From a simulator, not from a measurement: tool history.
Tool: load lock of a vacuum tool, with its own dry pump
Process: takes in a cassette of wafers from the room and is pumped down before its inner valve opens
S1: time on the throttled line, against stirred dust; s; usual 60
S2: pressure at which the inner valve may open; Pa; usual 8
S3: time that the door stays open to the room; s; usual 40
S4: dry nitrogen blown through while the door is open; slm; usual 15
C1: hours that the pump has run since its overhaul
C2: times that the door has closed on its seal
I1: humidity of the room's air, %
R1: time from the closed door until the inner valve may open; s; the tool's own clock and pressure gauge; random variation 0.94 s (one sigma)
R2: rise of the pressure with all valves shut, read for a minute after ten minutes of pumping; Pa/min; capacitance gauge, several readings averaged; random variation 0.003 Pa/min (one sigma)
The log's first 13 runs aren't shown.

{"run": 14, "hour": 3566.8, "S1": 60, "S2": 8, "S3": 40, "S4": 29, "C1": 3434, "C2": 21322, "I1": 45, "R1": 150.7, "R2": 0.262}
{"run": 15, "hour": 3901.7, "S1": 60, "S2": 8, "S3": 40, "S4": 29, "C1": 3768, "C2": 21805, "I1": 46.4, "R1": 150.9, "R2": 0.27}
{"run": 16, "hour": 4208.8, "S1": 60, "S2": 8, "S3": 40, "S4": 29, "C1": 4075, "C2": 22248, "I1": 45, "R1": 152.9, "R2": 0.271}
{"run": 17, "hour": 4573.4, "S1": 32, "S2": 8, "S3": 40, "S4": 15, "C1": 4440, "C2": 22775, "I1": 44.4, "R1": 132, "R2": 0.285}
{"run": 18, "hour": 5003.2, "S1": 60, "S2": 8, "S3": 40, "S4": 9, "C1": 4870, "C2": 23395, "I1": 45.6, "R1": 153.2, "R2": 0.308}
{"run": 19, "hour": 5295.7, "S1": 60, "S2": 8, "S3": 40, "S4": 9, "C1": 5162, "C2": 23817, "I1": 47.3, "R1": 151.4, "R2": 0.318}
{"run": 20, "hour": 5542.4, "S1": 60, "S2": 8, "S3": 40, "S4": 9, "C1": 5409, "C2": 24172, "I1": 43, "R1": 152.6, "R2": 0.322}
{"run": 21, "hour": 5715.8, "S1": 54, "S2": 12, "S3": 87, "S4": 34, "C1": 5582, "C2": 24423, "I1": 45, "R1": 144.9, "R2": 0.32}
{"run": 22, "hour": 6007.5, "S1": 54, "S2": 12, "S3": 40, "S4": 34, "C1": 5874, "C2": 24844, "I1": 43.3, "R1": 145.4, "R2": 0.316}
{"run": 23, "hour": 6428.1, "S1": 58, "S2": 12, "S3": 30, "S4": 34, "C1": 6295, "C2": 25450, "I1": 44.3, "R1": 148.7, "R2": 0.328}
{"run": 24, "hour": 6801.5, "S1": 58, "S2": 12, "S3": 30, "S4": 34, "C1": 6668, "C2": 25989, "I1": 44.3, "R1": 148.4, "R2": 0.342}
{"run": 25, "hour": 7227.4, "S1": 60, "S2": 8, "S3": 40, "S4": 11, "C1": 7094, "C2": 26604, "I1": 46.1, "R1": 156.4, "R2": 0.365}
{"run": 26, "hour": 7414.9, "S1": 60, "S2": 8, "S3": 40, "S4": 11, "C1": 7282, "C2": 26874, "I1": 43.6, "R1": 153.4, "R2": 0.367}
{"run": 27, "hour": 7761.6, "S1": 60, "S2": 8, "S3": 40, "S4": 11, "C1": 7628, "C2": 27374, "I1": 45.8, "R1": 154.5, "R2": 0.387}
{"run": 28, "hour": 8120.0, "S1": 31, "S2": 8, "S3": 40, "S4": 44, "C1": 7987, "C2": 27891, "I1": 45.8, "R1": 134.6, "R2": 0.374}
{"run": 29, "hour": 8528.8, "S1": 44, "S2": 7, "S3": 40, "S4": 37, "C1": 8396, "C2": 28481, "I1": 46.1, "R1": 146.1, "R2": 0.383}
{"run": 30, "hour": 8843.2, "S1": 60, "S2": 8, "S3": 40, "S4": 34, "C1": 8710, "C2": 28935, "I1": 43.7, "R1": 155.2, "R2": 0.389}
{"run": 31, "hour": 9189.6, "S1": 69, "S2": 8, "S3": 40, "S4": 34, "C1": 9056, "C2": 29434, "I1": 43.2, "R1": 162.6, "R2": 0.411}
{"run": 32, "hour": 9463.4, "S1": 35, "S2": 11, "S3": 40, "S4": 34, "C1": 9330, "C2": 29829, "I1": 46.2, "R1": 135.2, "R2": 0.409}
{"run": 33, "hour": 9837.9, "S1": 35, "S2": 8, "S3": 143, "S4": 34, "C1": 9705, "C2": 30370, "I1": 43.4, "R1": 139.5, "R2": 0.448}
{"hour": 10154.8, "done": "dry pump taken out, an overhauled one fitted"}
{"run": 34, "hour": 10192.2, "S1": 35, "S2": 8, "S3": 143, "S4": 34, "C1": 37, "C2": 30872, "I1": 46.8, "R1": 128.8, "R2": 0.449}
{"run": 35, "hour": 10571.6, "S1": 35, "S2": 8, "S3": 143, "S4": 34, "C1": 417, "C2": 31420, "I1": 42.9, "R1": 130.1, "R2": 0.457}
{"run": 36, "hour": 10807.9, "S1": 59, "S2": 11, "S3": 159, "S4": 5, "C1": 653, "C2": 31761, "I1": 44.9, "R1": 143.5, "R2": 0.504}
{"run": 37, "hour": 11139.2, "S1": 104, "S2": 8, "S3": 94, "S4": 15, "C1": 984, "C2": 32238, "I1": 45, "R1": 179.2, "R2": 0.485}

3 ways to go on from here, each from the tool as it stands after run 37. What would each give?
{"run": "A", "hour": 11355.2, "S1": 60, "S2": 8, "S3": 45, "S4": 15, "C1": 1200, "C2": 32550, "I1": 47.9, "R1": "?", "R2": "?"}
{"run": "B", "hour": 11355.2, "S1": 104, "S2": 15, "S3": 94, "S4": 15, "C1": 1200, "C2": 32550, "I1": 46.5, "R1": "?", "R2": "?"}
{"run": "C", "hour": 11355.2, "S1": 55, "S2": 8, "S3": 35, "S4": 15, "C1": 1200, "C2": 32550, "I1": 45.8, "R1": "?", "R2": "?"}

run=A R1=148.6 R2=0.488
run=B R1=173.1 R2=0.489
run=C R1=145.3 R2=0.482
Without the tool's hidden state the same runs would have given:
run=A R1=147.7 R2=0.048
run=B R1=172.3 R2=0.056
run=C R1=144.3 R2=0.043

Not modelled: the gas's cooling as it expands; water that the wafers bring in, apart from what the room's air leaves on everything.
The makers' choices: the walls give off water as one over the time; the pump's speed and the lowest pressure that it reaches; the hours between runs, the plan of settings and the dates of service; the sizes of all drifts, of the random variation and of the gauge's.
